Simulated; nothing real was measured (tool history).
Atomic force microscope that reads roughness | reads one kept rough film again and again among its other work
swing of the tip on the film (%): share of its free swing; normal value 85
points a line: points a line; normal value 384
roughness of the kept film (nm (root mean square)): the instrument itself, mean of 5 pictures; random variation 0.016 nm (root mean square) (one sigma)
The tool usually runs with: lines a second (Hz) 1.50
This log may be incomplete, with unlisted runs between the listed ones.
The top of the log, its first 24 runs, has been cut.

| run | hour | lines a second (Hz) | swing of the tip on the film (%) | points a line | roughness of the kept film (nm (root mean square)) |
|---|---|---|---|---|---|
| 25 | 716.5 | 1.50 | 56 | 384 | 3.758 |
|  | 733.3 | height scale calibrated on a step standard, once more |
| 26 | 750.9 | 1.50 | 56 | 384 | 3.509 |
| 27 | 776.1 | 1.50 | 56 | 384 | 3.485 |
|  | 807.9 | new tip fitted |
| 28 | 821.2 | 1.50 | 56 | 384 | 4.043 |
| 29 | 853.1 | 1.50 | 83 | 682 | 3.692 |
| 30 | 880.7 | 2.66 | 68 | 368 | 3.648 |
| 31 | 907.7 | 2.10 | 88 | 920 | 3.327 |
| 32 | 953.8 | 0.95 | 88 | 577 | 3.462 |
| 33 | 986.1 | 0.95 | 88 | 577 | 3.422 |
| 34 | 1024.2 | 1.14 | 63 | 577 | 3.471 |
|  | 1044.7 | new tip fitted |
| 35 | 1049.4 | 1.14 | 63 | 577 | 3.985 |
| 36 | 1084.1 | 1.14 | 63 | 577 | 3.866 |
| 37 | 1110.7 | 1.14 | 78 | 362 | 3.698 |
| 38 | 1142.8 | 1.14 | 82 | 362 | 3.557 |
| 39 | 1181.1 | 1.32 | 81 | 432 | 3.470 |

Forecast run 40:
| 40 | 1226.0 | 2.31 | 61 | 384 | ? |

roughness of the kept film (nm (root mean square)): 3.445
Without the tool's hidden state the same run would have given roughness of the kept film (nm (root mean square)) 4.043.

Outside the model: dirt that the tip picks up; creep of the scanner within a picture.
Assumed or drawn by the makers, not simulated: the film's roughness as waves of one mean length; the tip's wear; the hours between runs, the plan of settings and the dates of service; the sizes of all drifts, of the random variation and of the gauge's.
